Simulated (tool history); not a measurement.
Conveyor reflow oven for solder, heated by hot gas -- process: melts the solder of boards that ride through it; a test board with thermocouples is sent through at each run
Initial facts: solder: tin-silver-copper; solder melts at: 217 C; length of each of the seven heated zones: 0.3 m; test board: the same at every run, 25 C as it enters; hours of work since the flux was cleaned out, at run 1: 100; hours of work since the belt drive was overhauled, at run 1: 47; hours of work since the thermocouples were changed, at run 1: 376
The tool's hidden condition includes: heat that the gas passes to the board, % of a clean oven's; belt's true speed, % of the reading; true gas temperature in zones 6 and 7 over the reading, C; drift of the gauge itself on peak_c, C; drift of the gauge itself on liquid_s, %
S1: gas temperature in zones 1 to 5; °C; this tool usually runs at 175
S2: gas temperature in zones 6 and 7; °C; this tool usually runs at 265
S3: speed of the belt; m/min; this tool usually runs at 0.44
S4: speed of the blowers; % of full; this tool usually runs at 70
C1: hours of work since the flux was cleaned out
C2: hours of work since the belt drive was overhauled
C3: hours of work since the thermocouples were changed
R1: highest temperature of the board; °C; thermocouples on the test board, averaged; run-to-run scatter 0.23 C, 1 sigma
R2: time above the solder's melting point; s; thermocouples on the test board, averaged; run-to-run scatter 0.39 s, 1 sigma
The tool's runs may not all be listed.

run	hour	S1	S2	S3	S4	C1	C2	C3	R1	R2
1	0	175	265	0.44	70	100	47	376	247.1	57
2	8.1	175	265	0.44	70	104	51	380	246.9	55.9
3	17.7	175	265	0.406	70	108	55	385	249.8	63.9
4	25	175	265	0.507	70	112	58	388	241.9	42.7
5	42.4	175	265	0.507	70	120	66	396	242	42.9
6	59.6	175	265	0.507	70	127	74	404	241.6	42.6
7	68.8	175	265	0.507	70	132	78	408	241.8	43
8	76.5	175	265	0.44	70	135	82	411	247.1	56.3
9	89.5	175	265	0.506	70	141	88	417	241.9	43.2
10	105.1	175	265	0.44	70	148	95	424	246.7	56.2
11	116	175	265	0.44	70	153	100	429	247.1	56.2
12	123.6	175	265	0.44	70	157	103	433	247.3	55.8
13	131	175	265	0.44	70	160	107	436	247.3	55.7
14	145	175	265	0.44	70	166	113	443	247.4	56.5
15	156.6	175	265	0.44	70	172	119	448	247.2	56.4
16	173.9	175	265	0.44	70	180	126	456	246.7	55.9
17	184.1	175	265	0.44	71	184	131	461	247.2	56.4
18	198.4	175	265	0.44	71	191	138	467	247.2	56.6
# hour 204.9: flux residue cleaned out of gas plates and filters
19	216.3	175	270	0.44	69	5	144	473	250.3	57.8
20	233.1	175	270	0.44	69	13	151	481	249.9	58.8
21	246.4	175	270	0.44	69	19	157	487	250.2	58.8
22	256.8	175	274	0.44	70	24	162	491	253.6	61.4
23	265.3	175	274	0.44	70	28	166	495	253.6	61.9
24	273	176	265	0.363	70	31	169	499	252.6	76.4
25	283.8	176	265	0.393	70	36	174	504	250.1	67.3
# hour 305.9: flux residue cleaned out of gas plates and filters, once more
26	306.2	176	265	0.393	70	0	182	512	251.8	68.8
27	321.4	187	276	0.471	69	7	189	519	256.6	64.6
28	338.4	175	259	0.502	64	15	197	526	237.2	37.8
29	346.9	176	269	0.486	52	19	201	530	242.3	44.1
30	359.4	176	269	0.502	71	24	207	536	246.8	49.2
31	373	175	264	0.427	70	31	213	542	247.8	59.6

Below are 3 alternative next runs, each starting from the tool's condition after run 31. Predict each:
A	390.2	187	261	0.44	69	39	221	550	?	?
B	390.2	183	264	0.427	70	39	221	550	?	?
C	390.2	175	264	0.427	65	39	221	550	?	?

run	R1	R2
A	246.5	62.1
B	249.2	65
C	247	58
Stripped of hidden state, with their random variation kept, the same runs would have yielded:
run	R1	R2
A	245.4	60.8
B	248.1	63.8
C	245.9	56.6

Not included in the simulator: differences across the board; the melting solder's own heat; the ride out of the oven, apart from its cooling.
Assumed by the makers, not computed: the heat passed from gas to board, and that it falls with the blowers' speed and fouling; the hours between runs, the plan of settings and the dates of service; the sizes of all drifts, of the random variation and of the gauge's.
